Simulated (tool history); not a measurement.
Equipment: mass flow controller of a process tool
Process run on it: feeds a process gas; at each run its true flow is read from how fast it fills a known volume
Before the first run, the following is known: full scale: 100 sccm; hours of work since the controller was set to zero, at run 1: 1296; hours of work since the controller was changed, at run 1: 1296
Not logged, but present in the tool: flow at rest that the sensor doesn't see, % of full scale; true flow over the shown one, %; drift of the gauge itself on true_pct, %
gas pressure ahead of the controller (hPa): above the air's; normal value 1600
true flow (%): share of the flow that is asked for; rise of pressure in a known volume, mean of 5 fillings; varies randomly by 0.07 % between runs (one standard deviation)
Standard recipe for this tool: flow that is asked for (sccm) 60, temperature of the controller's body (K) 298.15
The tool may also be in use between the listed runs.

| run | hour | flow that is asked for (sccm) | gas pressure ahead of the controller (hPa) | temperature of the controller's body (K) | hours of work since the controller was set to zero | hours of work since the controller was changed | true flow (%) |
|---|---|---|---|---|---|---|---|
| 1 | 0.0 | 60 | 1600 | 298.15 | 1296 | 1296 | 98.87 |
| 2 | 59.0 | 60 | 1600 | 298.15 | 1332 | 1332 | 99.10 |
| 3 | 110.3 | 60 | 1600 | 298.15 | 1364 | 1364 | 99.15 |
| 4 | 213.9 | 60 | 1600 | 295.15 | 1428 | 1428 | 99.16 |
| 5 | 281.5 | 60 | 1600 | 295.15 | 1469 | 1469 | 99.17 |
| 6 | 370.1 | 60 | 1470 | 298.15 | 1524 | 1524 | 99.40 |
| 7 | 466.0 | 60 | 1600 | 298.15 | 1583 | 1583 | 99.42 |
| 8 | 563.9 | 28 | 1600 | 298.15 | 1643 | 1643 | 98.36 |
| 9 | 648.8 | 28 | 1600 | 298.15 | 1696 | 1696 | 98.56 |
| 10 | 722.4 | 60 | 1600 | 298.15 | 1741 | 1741 | 99.66 |
| 11 | 764.8 | 60 | 1450 | 298.15 | 1767 | 1767 | 99.74 |
| 12 | 837.0 | 39 | 1600 | 298.15 | 1812 | 1812 | 98.96 |
| 13 | 901.3 | 39 | 1600 | 298.15 | 1851 | 1851 | 99.09 |
| 14 | 947.8 | 59 | 1950 | 310.15 | 1880 | 1880 | 99.25 |
| 15 | 1030.5 | 59 | 1950 | 310.15 | 1931 | 1931 | 99.34 |
| 16 | 1124.5 | 38 | 2020 | 295.15 | 1989 | 1989 | 99.32 |
| 17 | 1204.8 | 26 | 1760 | 302.15 | 2038 | 2038 | 98.95 |
| 18 | 1259.8 | 21 | 1990 | 297.15 | 2072 | 2072 | 98.89 |
| 19 | 1318.2 | 63 | 1580 | 297.15 | 2108 | 2108 | 100.47 |
| 20 | 1363.5 | 10 | 2360 | 298.15 | 2136 | 2136 | 98.49 |
|  | 1388.0 | gauge calibrated |
| 21 | 1426.2 | 37 | 1740 | 298.15 | 2175 | 2175 | 98.01 |
| 22 | 1475.9 | 37 | 1740 | 298.15 | 2205 | 2205 | 98.19 |
| 23 | 1547.4 | 54 | 1480 | 295.15 | 2249 | 2249 | 98.90 |

Hidden state at the last listed run before each entry between runs and at the first one after, where it differs:
After run 20, before run 21: gauge calibrated (hour 1388.0)
  flow at rest that the sensor doesn't see, % of full scale: 0.003 -> 0.004; drift of the gauge itself on true_pct, %: 1.4 -> 0.04
  measured less the result without the state, true flow (%): +1.38 -> +0.03

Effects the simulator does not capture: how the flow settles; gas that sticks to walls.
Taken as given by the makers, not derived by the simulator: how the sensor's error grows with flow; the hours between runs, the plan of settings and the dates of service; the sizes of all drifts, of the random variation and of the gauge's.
